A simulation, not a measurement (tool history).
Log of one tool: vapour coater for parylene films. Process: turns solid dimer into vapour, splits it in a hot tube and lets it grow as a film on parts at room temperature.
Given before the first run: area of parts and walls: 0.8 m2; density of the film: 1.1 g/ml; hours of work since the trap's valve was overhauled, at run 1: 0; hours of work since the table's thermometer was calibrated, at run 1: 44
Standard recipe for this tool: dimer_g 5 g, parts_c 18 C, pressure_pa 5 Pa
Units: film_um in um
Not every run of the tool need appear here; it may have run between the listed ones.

| run | hour | dimer_g | parts_c | pressure_pa | hours of work since the trap's valve was overhauled | hours of work since the table's thermometer was calibrated | film_um |
|---|---|---|---|---|---|---|---|
| 1 | 0 | 5 | 18 | 5 | 0 | 44 | 2.65 |
| 2 | 48.4 | 5 | 18 | 5 | 41 | 85 | 2.64 |
| 3 | 114.2 | 5 | 18 | 5 | 96 | 140 | 2.63 |
| 4 | 174.2 | 5 | 18 | 5 | 146 | 190 | 2.62 |
| 5 | 224.6 | 5 | 18 | 5 | 188 | 232 | 2.59 |
| 6 | 283.5 | 5 | 18 | 5 | 237 | 281 | 2.53 |
|  | 316.9 | trap's valve overhauled |
| 7 | 345.7 | 5 | 18 | 5 | 24 | 330 | 2.41 |
| 8 | 429 | 5 | 18 | 5 | 94 | 400 | 2.3 |
| 9 | 469.8 | 5 | 18 | 5 | 128 | 434 | 2.26 |
| 10 | 534.1 | 5 | 13 | 5 | 182 | 488 | 2.77 |
| 11 | 589.4 | 5 | 12 | 5 | 228 | 534 | 2.88 |
|  | 633.2 | trap's valve overhauled |
| 12 | 633.2 | 5 | 12 | 5 | 0 | 567 | 3.47 |
| 13 | 668.7 | 5 | 18 | 5 | 30 | 597 | 2.71 |
| 14 | 708.7 | 5 | 18 | 5 | 63 | 630 | 2.66 |
|  | 747.5 | trap's valve overhauled, once more |
| 15 | 753.3 | 5 | 18 | 5 | 5 | 664 | 2.75 |
| 16 | 807.3 | 5 | 18 | 3.72 | 50 | 709 | 2.89 |
| 17 | 865.3 | 5 | 18 | 3.72 | 99 | 758 | 2.81 |
| 18 | 934.7 | 5 | 18 | 3.72 | 157 | 816 | 2.83 |
| 19 | 980.7 | 5 | 18 | 5 | 195 | 855 | 2.59 |
| 20 | 1055.5 | 4 | 18 | 5 | 258 | 917 | 2.07 |
|  | 1064.9 | trap's valve overhauled |
| 21 | 1140.6 | 5 | 18 | 5 | 63 | 985 | 2.71 |
| 22 | 1204.2 | 5 | 18 | 5 | 117 | 1038 | 2.76 |
| 23 | 1241 | 5 | 18 | 5 | 147 | 1069 | 2.67 |
| 24 | 1291.9 | 5 | 18 | 5 | 190 | 1112 | 2.65 |
| 25 | 1353.4 | 3 | 27 | 2.55 | 241 | 1163 | 1.28 |
|  | 1384.5 | trap's valve overhauled |
| 26 | 1441.9 | 5 | 28 | 4.5 | 48 | 1234 | 1.89 |
| 27 | 1518 | 5 | 28 | 4.5 | 112 | 1297 | 1.86 |
| 28 | 1582.9 | 5 | 10 | 11.09 | 166 | 1352 | 3.21 |
| 29 | 1619 | 5 | 28 | 4.94 | 196 | 1382 | 1.77 |
| 30 | 1682.3 | 5 | 28 | 4.94 | 249 | 1435 | 1.75 |
|  | 1699.9 | trap's valve overhauled |
| 31 | 1729.5 | 3 | 17 | 9.12 | 25 | 1471 | 1.59 |
| 32 | 1769.5 | 5 | 23 | 9 | 58 | 1505 | 2.04 |
| 33 | 1812.5 | 5 | 23 | 4.84 | 94 | 1541 | 2.32 |
| 34 | 1877.6 | 5 | 18 | 5 | 149 | 1595 | 2.69 |
| 35 | 1944.2 | 3 | 18 | 4.55 | 204 | 1651 | 1.62 |
| 36 | 2010.4 | 3 | 18 | 4.55 | 260 | 1706 | 1.59 |

For run 37, what comes out?
|  | 2017.9 | trap's valve overhauled |
| 37 | 2049.8 | 5 | 25 | 8.14 | 27 | 1736 | ? |

{"run 37": {"film_um": 1.99}}
The same run, on a tool lacking any hidden state, would have yielded film_um 1.92 um.

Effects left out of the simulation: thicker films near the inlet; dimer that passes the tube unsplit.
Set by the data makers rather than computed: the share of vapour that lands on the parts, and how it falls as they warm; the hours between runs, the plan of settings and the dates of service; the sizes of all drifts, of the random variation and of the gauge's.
